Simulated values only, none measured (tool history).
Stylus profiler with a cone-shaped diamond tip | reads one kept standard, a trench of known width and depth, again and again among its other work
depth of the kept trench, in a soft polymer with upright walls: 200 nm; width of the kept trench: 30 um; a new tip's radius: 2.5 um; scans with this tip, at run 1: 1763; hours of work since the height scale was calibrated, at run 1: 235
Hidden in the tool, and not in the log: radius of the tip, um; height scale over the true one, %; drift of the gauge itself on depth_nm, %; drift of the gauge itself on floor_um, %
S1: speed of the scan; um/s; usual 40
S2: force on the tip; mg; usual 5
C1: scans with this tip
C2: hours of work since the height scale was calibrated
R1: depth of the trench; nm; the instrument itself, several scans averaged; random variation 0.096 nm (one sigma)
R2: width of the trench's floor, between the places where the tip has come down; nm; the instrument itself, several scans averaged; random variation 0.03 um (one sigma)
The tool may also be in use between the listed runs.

| run | hour | S1 | S2 | C1 | C2 | R1 | R2 |
|---|---|---|---|---|---|---|---|
| 1 | 0 | 40 | 5 | 1763 | 235 | 203.6 | 27890 |
| 2 | 15.1 | 40 | 5 | 1837 | 245 | 203.64 | 27900 |
| 3 | 43.6 | 40 | 5 | 1976 | 263 | 203.75 | 27930 |
| 4 | 58.8 | 40 | 5 | 2051 | 273 | 203.66 | 27870 |
| 5 | 88 | 91 | 5 | 2195 | 292 | 203.58 | 27730 |
| 6 | 109.5 | 91 | 5 | 2300 | 307 | 203.6 | 27780 |
| 7 | 127.4 | 91 | 5 | 2388 | 318 | 203.47 | 27770 |
| 8 | 156.7 | 91 | 5 | 2532 | 337 | 203.7 | 27760 |
| 9 | 181.7 | 40 | 5 | 2655 | 354 | 203.45 | 27900 |
| 10 | 198.7 | 40 | 5 | 2738 | 365 | 203.73 | 27910 |
| 11 | 226.2 | 40 | 5 | 2873 | 383 | 203.62 | 27940 |
| 12 | 246.6 | 40 | 5 | 2973 | 396 | 203.56 | 27890 |
| 13 | 264.5 | 40 | 5 | 3061 | 408 | 203.6 | 27930 |
| 14 | 289.5 | 40 | 3.32 | 3184 | 424 | 202.74 | 27930 |
| 15 | 302.7 | 40 | 5 | 3249 | 433 | 203.69 | 27900 |
| 16 | 332.1 | 40 | 6.21 | 3393 | 452 | 204.2 | 27900 |
| 17 | 345.7 | 40 | 6.24 | 3460 | 461 | 203.95 | 27910 |
| 18 | 364.8 | 11 | 5 | 3554 | 474 | 203.79 | 27970 |
| 19 | 381.4 | 40 | 3.22 | 3635 | 484 | 202.7 | 27890 |
| 20 | 405.5 | 50 | 2.73 | 3753 | 500 | 202.54 | 27750 |
| 21 | 419.5 | 34 | 12.05 | 3822 | 509 | 206.44 | 27960 |
| 22 | 446.2 | 40 | 2.67 | 3953 | 527 | 202.41 | 27830 |
| 23 | 472.8 | 11 | 13.17 | 4084 | 544 | 206.99 | 28020 |
| 24 | 497.2 | 20 | 5 | 4203 | 560 | 203.65 | 27890 |
| 25 | 514.1 | 32 | 8.58 | 4286 | 571 | 205.24 | 27990 |
| 26 | 533.8 | 32 | 8.58 | 4383 | 584 | 205.12 | 27950 |
| 27 | 549 | 32 | 9.34 | 4458 | 594 | 205.55 | 27950 |
| 28 | 567.2 | 32 | 9.34 | 4547 | 606 | 205.62 | 27900 |
| 29 | 593.9 | 32 | 9.34 | 4678 | 623 | 205.47 | 27910 |
| 30 | 618.4 | 32 | 9.34 | 4799 | 640 | 205.56 | 27930 |
| 31 | 637.1 | 32 | 9.34 | 4890 | 652 | 205.5 | 27960 |
| 32 | 659.6 | 32 | 9.34 | 5001 | 666 | 205.53 | 27990 |
| 33 | 687.8 | 129 | 2.16 | 5139 | 685 | 202.15 | 27420 |
| 34 | 701 | 129 | 2.16 | 5204 | 694 | 201.84 | 27360 |
| 35 | 723.2 | 34 | 1.76 | 5313 | 708 | 201.85 | 27830 |
| 36 | 736.8 | 118 | 7.23 | 5380 | 717 | 204.71 | 27710 |
| 37 | 753.1 | 118 | 7.23 | 5460 | 728 | 204.67 | 27740 |
| 38 | 776.2 | 33 | 5 | 5573 | 743 | 203.63 | 27930 |

Forecast each of these 4 alternatives for the next run:
| A | 793 | 51 | 5.12 | 5656 | 754 | ? | ? |
| B | 793 | 11 | 1.96 | 5656 | 754 | ? | ? |
| C | 793 | 149 | 5 | 5656 | 754 | ? | ? |
| D | 793 | 40 | 2.03 | 5656 | 754 | ? | ? |

| run | R1 | R2 |
|---|---|---|
| A | 203.71 | 27900 |
| B | 201.92 | 28000 |
| C | 203.71 | 27560 |
| D | 201.93 | 27820 |
Without the tool's hidden state the same runs would have given:
| run | R1 | R2 |
|---|---|---|
| A | 203.72 | 27910 |
| B | 201.92 | 28010 |
| C | 203.72 | 27570 |
| D | 201.93 | 27830 |
